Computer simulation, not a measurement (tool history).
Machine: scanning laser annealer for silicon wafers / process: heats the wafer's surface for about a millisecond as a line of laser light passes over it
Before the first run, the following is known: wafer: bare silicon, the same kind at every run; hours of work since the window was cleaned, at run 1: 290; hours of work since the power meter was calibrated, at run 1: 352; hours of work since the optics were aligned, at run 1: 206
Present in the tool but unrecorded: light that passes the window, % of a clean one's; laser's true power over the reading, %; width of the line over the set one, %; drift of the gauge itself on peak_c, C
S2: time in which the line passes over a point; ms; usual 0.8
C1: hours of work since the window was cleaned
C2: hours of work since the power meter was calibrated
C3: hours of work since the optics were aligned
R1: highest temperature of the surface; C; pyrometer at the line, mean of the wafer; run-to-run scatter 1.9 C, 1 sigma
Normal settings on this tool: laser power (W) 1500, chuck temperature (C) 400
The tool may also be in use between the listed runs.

run 1 hour=0 | laser_power_(W)=1500 S2=0.8 chuck_temperature_(C)=400 | C1=290 C2=352 C3=206 | R1=1080
run 2 hour=17.6 | laser_power_(W)=1500 S2=0.8 chuck_temperature_(C)=400 | C1=302 C2=365 C3=219 | R1=1079
run 3 hour=39.1 | laser_power_(W)=1500 S2=0.8 chuck_temperature_(C)=400 | C1=318 C2=380 C3=234 | R1=1079
run 4 hour=52.2 | laser_power_(W)=1500 S2=0.8 chuck_temperature_(C)=400 | C1=327 C2=389 C3=244 | R1=1076
run 5 hour=65.8 | laser_power_(W)=1500 S2=0.8 chuck_temperature_(C)=400 | C1=337 C2=399 C3=253 | R1=1073
run 6 hour=86.7 | laser_power_(W)=1500 S2=0.8 chuck_temperature_(C)=400 | C1=352 C2=414 C3=268 | R1=1074
run 7 hour=96.2 | laser_power_(W)=1500 S2=0.8 chuck_temperature_(C)=400 | C1=359 C2=421 C3=275 | R1=1073
run 8 hour=109.7 | laser_power_(W)=1612 S2=0.8 chuck_temperature_(C)=400 | C1=368 C2=431 C3=285 | R1=1130
run 9 hour=127.9 | laser_power_(W)=1612 S2=0.8 chuck_temperature_(C)=400 | C1=381 C2=444 C3=298 | R1=1132
-- hour=146.2 window over the wafer cleaned
run 10 hour=151.6 | laser_power_(W)=1581 S2=0.8 chuck_temperature_(C)=400 | C1=4 C2=459 C3=313 | R1=1145
run 11 hour=161.3 | laser_power_(W)=1581 S2=0.8 chuck_temperature_(C)=400 | C1=11 C2=466 C3=320 | R1=1143
run 12 hour=177.9 | laser_power_(W)=1500 S2=0.996 chuck_temperature_(C)=400 | C1=23 C2=478 C3=332 | R1=1195
run 13 hour=200.2 | laser_power_(W)=1535 S2=0.617 chuck_temperature_(C)=400 | C1=39 C2=494 C3=348 | R1=1017
run 14 hour=212.7 | laser_power_(W)=1535 S2=0.617 chuck_temperature_(C)=400 | C1=48 C2=503 C3=357 | R1=1018
run 15 hour=227.3 | laser_power_(W)=1535 S2=0.617 chuck_temperature_(C)=439 | C1=58 C2=514 C3=368 | R1=1055
run 16 hour=246.9 | laser_power_(W)=1393 S2=0.743 chuck_temperature_(C)=439 | C1=72 C2=528 C3=382 | R1=1049

The next listed run, before its measurement:
run 17 hour=268.6 | laser_power_(W)=1503 S2=0.849 chuck_temperature_(C)=439 | C1=88 C2=543 C3=397 | R1=?

For run 17 the tool returned R1 1158 C.
With no hidden state in the tool, this same run would have given R1 1169 C.
